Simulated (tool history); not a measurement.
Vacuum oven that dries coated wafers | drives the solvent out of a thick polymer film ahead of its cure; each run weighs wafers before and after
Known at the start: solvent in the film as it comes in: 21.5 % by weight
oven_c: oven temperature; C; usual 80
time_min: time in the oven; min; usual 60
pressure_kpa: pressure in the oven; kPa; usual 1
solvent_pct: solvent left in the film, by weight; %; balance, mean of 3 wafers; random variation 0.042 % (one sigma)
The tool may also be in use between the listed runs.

Run 1, hour 0: usual settings. Result: solvent_pct 3.57 %.
Run 2, hour 13.8: usual settings. Result: solvent_pct 3.55 %.
Run 3, hour 22.6: usual settings. Result: solvent_pct 3.59 %.
Run 4, hour 29.3: usual settings. Result: solvent_pct 3.55 %.
Run 5, hour 35.9: usual settings. Result: solvent_pct 3.57 %.
Run 6, hour 43.5: usual settings but time_min 70 min. Result: solvent_pct 2.91 %.
Run 7, hour 50.7: usual settings but oven_c 83 C, time_min 70 min. Result: solvent_pct 1.94 %.
Run 8, hour 64.9: usual settings but oven_c 83 C, time_min 70 min. Result: solvent_pct 1.94 %.
Run 9, hour 77.3: usual settings. Result: solvent_pct 3.59 %.
Run 10, hour 84.8: usual settings. Result: solvent_pct 3.62 %.
Run 11, hour 94.8: usual settings. Result: solvent_pct 3.58 %.
Run 12, hour 101.4: usual settings but pressure_kpa 0.87 kPa. Result: solvent_pct 3.5 %.
Run 13, hour 109.9: usual settings but pressure_kpa 0.87 kPa. Result: solvent_pct 3.51 %.
Run 14, hour 116.7: usual settings. Result: solvent_pct 3.63 %.
Run 15, hour 126.2: usual settings but time_min 32 min. Result: solvent_pct 7.12 %.
Run 16, hour 140.6: usual settings but time_min 32 min. Result: solvent_pct 7.3 %.
Run 17, hour 152.6: usual settings but time_min 32 min. Result: solvent_pct 7.18 %.
Run 18, hour 159.1: usual settings but time_min 32 min. Result: solvent_pct 7.09 %.
Run 19, hour 170.3: usual settings but time_min 32 min, pressure_kpa 1.69 kPa. Result: solvent_pct 7.69 %.
Run 20, hour 181.2: usual settings but oven_c 71 C, time_min 51 min, pressure_kpa 0.8 kPa. Result: solvent_pct 9 %.
Run 21, hour 187.6: usual settings but oven_c 71 C, time_min 51 min, pressure_kpa 0.8 kPa. Result: solvent_pct 8.95 %.
Run 22, hour 197.8: usual settings but oven_c 71 C, time_min 51 min, pressure_kpa 0.8 kPa. Result: solvent_pct 8.9 %.
Run 23, hour 205.9: usual settings but oven_c 91 C, pressure_kpa 0.71 kPa. Result: solvent_pct 0.69 %.
Run 24, hour 220.5: usual settings but time_min 37 min, pressure_kpa 1.64 kPa. Result: solvent_pct 6.81 %.
Run 25, hour 230.1: usual settings but time_min 79 min, pressure_kpa 0.85 kPa. Result: solvent_pct 2.33 %.
Run 26, hour 236.7: usual settings but time_min 33 min, pressure_kpa 0.85 kPa. Result: solvent_pct 6.98 %.
Run 27, hour 244.6: usual settings but time_min 33 min, pressure_kpa 0.85 kPa. Result: solvent_pct 6.82 %.
Run 28, hour 257.5: usual settings but oven_c 95 C, pressure_kpa 0.89 kPa. Result: solvent_pct 0.58 %.
Run 29, hour 272.1: usual settings but oven_c 95 C, pressure_kpa 0.89 kPa. Result: solvent_pct 0.56 %.
Run 30, hour 287.2: usual settings but oven_c 69 C, time_min 64 min, pressure_kpa 1.56 kPa. Result: solvent_pct 9.39 %.
Run 31, hour 300: usual settings but oven_c 69 C, time_min 64 min, pressure_kpa 1.56 kPa. Result: solvent_pct 9.33 %.
Run 32, hour 313.4: usual settings but oven_c 81 C, time_min 84 min, pressure_kpa 1.39 kPa. Result: solvent_pct 2.36 %.
Run 33, hour 320.1: usual settings but oven_c 90 C, time_min 84 min, pressure_kpa 1.39 kPa. Result: solvent_pct 0.9 %.
Run 34, hour 332.8: usual settings but oven_c 92 C, time_min 47 min. Result: solvent_pct 1.01 %.
Run 35, hour 346.6: usual settings but oven_c 77 C, time_min 32 min. Result: solvent_pct 8.71 %.

Forecast each of these 5 alternatives for the next run:
Run A, hour 355: usual settings but oven_c 78 C, time_min 32 min. Result: solvent_pct ?.
Run B, hour 355: usual settings but oven_c 86 C, time_min 45 min, pressure_kpa 2.47 kPa. Result: solvent_pct ?.
Run C, hour 355: usual settings but oven_c 89 C, time_min 85 min, pressure_kpa 2.07 kPa. Result: solvent_pct ?.
Run D, hour 355: usual settings but oven_c 84 C, time_min 31 min, pressure_kpa 0.64 kPa. Result: solvent_pct ?.
Run E, hour 355: usual settings but oven_c 77 C, time_min 69 min. Result: solvent_pct ?.

run  solvent_pct
  A         8.27
  B         3.56
  C         1.51
  D         5.15
  E         4.26
Without the tool's hidden state the same runs would have given:
run  solvent_pct
  A         8.41
  B         3.64
  C         1.47
  D         5.28
  E         4.36
